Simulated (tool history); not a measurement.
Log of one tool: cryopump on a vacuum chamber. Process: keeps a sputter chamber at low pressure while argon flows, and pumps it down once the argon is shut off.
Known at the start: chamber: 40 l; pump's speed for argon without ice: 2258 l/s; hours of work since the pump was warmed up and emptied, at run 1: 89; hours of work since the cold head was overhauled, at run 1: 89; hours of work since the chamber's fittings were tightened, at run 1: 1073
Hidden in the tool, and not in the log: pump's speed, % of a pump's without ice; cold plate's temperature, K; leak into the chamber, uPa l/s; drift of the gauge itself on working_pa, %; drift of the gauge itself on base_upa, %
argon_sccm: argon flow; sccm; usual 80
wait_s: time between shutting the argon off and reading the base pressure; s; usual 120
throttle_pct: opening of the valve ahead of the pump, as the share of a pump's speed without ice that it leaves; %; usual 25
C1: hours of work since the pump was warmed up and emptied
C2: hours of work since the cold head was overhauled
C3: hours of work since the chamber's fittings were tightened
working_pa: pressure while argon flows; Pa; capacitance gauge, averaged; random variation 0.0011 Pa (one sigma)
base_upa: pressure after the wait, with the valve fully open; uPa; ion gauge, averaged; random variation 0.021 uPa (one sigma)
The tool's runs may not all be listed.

Run 1, hour 0.0: usual settings; C1 89; C2 89; C3 1073. Result: working_pa 0.2406 Pa, base_upa 0.59 uPa.
Run 2, hour 12.2: usual settings; C1 98; C2 98; C3 1081. Result: working_pa 0.2420 Pa, base_upa 0.60 uPa.
Run 3, hour 35.5: usual settings but wait_s 30 s; C1 113; C2 113; C3 1097. Result: working_pa 0.2427 Pa, base_upa 1.30 uPa.
Run 4, hour 58.8: usual settings but wait_s 30 s; C1 129; C2 129; C3 1112. Result: working_pa 0.2443 Pa, base_upa 1.28 uPa.
Run 5, hour 71.0: usual settings but wait_s 22 s; C1 137; C2 137; C3 1120. Result: working_pa 0.2432 Pa, base_upa 1.59 uPa.
Run 6, hour 95.9: usual settings but wait_s 22 s; C1 153; C2 153; C3 1137. Result: working_pa 0.2419 Pa, base_upa 1.58 uPa.
Run 7, hour 110.6: usual settings; C1 163; C2 163; C3 1147. Result: working_pa 0.2423 Pa, base_upa 0.63 uPa.
Run 8, hour 137.2: usual settings; C1 181; C2 181; C3 1164. Result: working_pa 0.2430 Pa, base_upa 0.67 uPa.
Run 9, hour 161.0: usual settings; C1 197; C2 197; C3 1180. Result: working_pa 0.2431 Pa, base_upa 0.63 uPa.
Run 10, hour 173.2: usual settings but argon_sccm 41 sccm; C1 205; C2 205; C3 1188. Result: working_pa 0.1249 Pa, base_upa 0.68 uPa.
Run 11, hour 187.4: usual settings but argon_sccm 41 sccm; C1 214; C2 214; C3 1198. Result: working_pa 0.1254 Pa, base_upa 0.65 uPa.
Run 12, hour 205.5: usual settings but argon_sccm 41 sccm; C1 226; C2 226; C3 1210. Result: working_pa 0.1250 Pa, base_upa 0.66 uPa.
Run 13, hour 224.9: usual settings but argon_sccm 58 sccm; C1 239; C2 239; C3 1223. Result: working_pa 0.1759 Pa, base_upa 0.69 uPa.
Run 14, hour 238.7: usual settings but argon_sccm 58 sccm; C1 248; C2 248; C3 1232. Result: working_pa 0.1772 Pa, base_upa 0.68 uPa.
Run 15, hour 265.0: usual settings but argon_sccm 58 sccm; C1 266; C2 266; C3 1249. Result: working_pa 0.1794 Pa, base_upa 0.65 uPa.
Run 16, hour 276.5: usual settings but argon_sccm 58 sccm; C1 273; C2 273; C3 1257. Result: working_pa 0.1780 Pa, base_upa 0.67 uPa.
Run 17, hour 300.2: usual settings but argon_sccm 58 sccm; C1 289; C2 289; C3 1273. Result: working_pa 0.1778 Pa, base_upa 0.71 uPa.
Run 18, hour 314.6: usual settings but argon_sccm 79 sccm, wait_s 118 s, throttle_pct 28 %; C1 299; C2 299; C3 1282. Result: working_pa 0.2196 Pa, base_upa 0.69 uPa.
Run 19, hour 326.5: usual settings but argon_sccm 75 sccm, wait_s 29 s, throttle_pct 37 %; C1 307; C2 307; C3 1290. Result: working_pa 0.1582 Pa, base_upa 1.41 uPa.
Run 20, hour 352.4: usual settings but argon_sccm 45 sccm, wait_s 151 s, throttle_pct 37 %; C1 324; C2 324; C3 1308. Result: working_pa 0.0953 Pa, base_upa 0.63 uPa.
Run 21, hour 374.3: usual settings but argon_sccm 102 sccm, throttle_pct 46 %; C1 339; C2 339; C3 1322. Result: working_pa 0.1767 Pa, base_upa 0.75 uPa.
Run 22, hour 387.2: usual settings but argon_sccm 108 sccm, wait_s 94 s; C1 347; C2 347; C3 1331. Result: working_pa 0.3375 Pa, base_upa 0.78 uPa.
Run 23, hour 402.0: usual settings but argon_sccm 108 sccm, wait_s 94 s; C1 357; C2 357; C3 1341. Result: working_pa 0.3356 Pa, base_upa 0.76 uPa.
Run 24, hour 420.9: usual settings but argon_sccm 58 sccm, wait_s 46 s; C1 370; C2 370; C3 1353. Result: working_pa 0.1805 Pa, base_upa 1.06 uPa.
Run 25, hour 442.3: usual settings but argon_sccm 58 sccm, wait_s 46 s; C1 384; C2 384; C3 1367. Result: working_pa 0.1811 Pa, base_upa 1.12 uPa.
Run 26, hour 466.5: usual settings but argon_sccm 58 sccm, wait_s 220 s, throttle_pct 26 %; C1 400; C2 400; C3 1384. Result: working_pa 0.1745 Pa, base_upa 0.63 uPa.
Run 27, hour 491.9: usual settings but argon_sccm 52 sccm, wait_s 25 s, throttle_pct 29 %; C1 417; C2 417; C3 1400. Result: working_pa 0.1417 Pa, base_upa 1.64 uPa.
Run 28, hour 514.2: usual settings but argon_sccm 52 sccm, wait_s 25 s, throttle_pct 29 %; C1 432; C2 432; C3 1415. Result: working_pa 0.1410 Pa, base_upa 1.57 uPa.
Run 29, hour 530.6: usual settings but argon_sccm 40 sccm, wait_s 88 s, throttle_pct 27 %; C1 442; C2 442; C3 1426. Result: working_pa 0.1164 Pa, base_upa 0.83 uPa.
Run 30, hour 551.7: usual settings but argon_sccm 40 sccm, wait_s 88 s, throttle_pct 27 %; C1 457; C2 457; C3 1440. Result: working_pa 0.1167 Pa, base_upa 0.84 uPa.
Run 31, hour 575.8: usual settings but argon_sccm 40 sccm, wait_s 88 s, throttle_pct 24 %; C1 473; C2 473; C3 1456. Result: working_pa 0.1303 Pa, base_upa 0.85 uPa.
Run 32, hour 599.0: usual settings but argon_sccm 40 sccm, wait_s 88 s, throttle_pct 24 %; C1 488; C2 488; C3 1472. Result: working_pa 0.1304 Pa, base_upa 0.84 uPa.
Run 33, hour 612.4: usual settings but argon_sccm 46 sccm, wait_s 43 s; C1 497; C2 497; C3 1481. Result: working_pa 0.1448 Pa, base_upa 1.20 uPa.

Forecast each of these 3 alternatives for the next run:
Run A, hour 624.1: usual settings but argon_sccm 99 sccm, wait_s 43 s; C1 505; C2 505; C3 1488. Result: working_pa ?, base_upa ?.
Run B, hour 624.1: usual settings but argon_sccm 155 sccm, wait_s 34 s, throttle_pct 32 %; C1 505; C2 505; C3 1488. Result: working_pa ?, base_upa ?.
Run C, hour 624.1: usual settings but argon_sccm 143 sccm, wait_s 29 s; C1 505; C2 505; C3 1488. Result: working_pa ?, base_upa ?.

run  working_pa  base_upa
  A      0.3137      1.22
  B      0.3883      1.29
  C      0.4482      1.51
Without the tool's hidden state the same runs would have given:
run  working_pa  base_upa
  A      0.2974      0.76
  B      0.3629      0.85
  C      0.4249      1.05
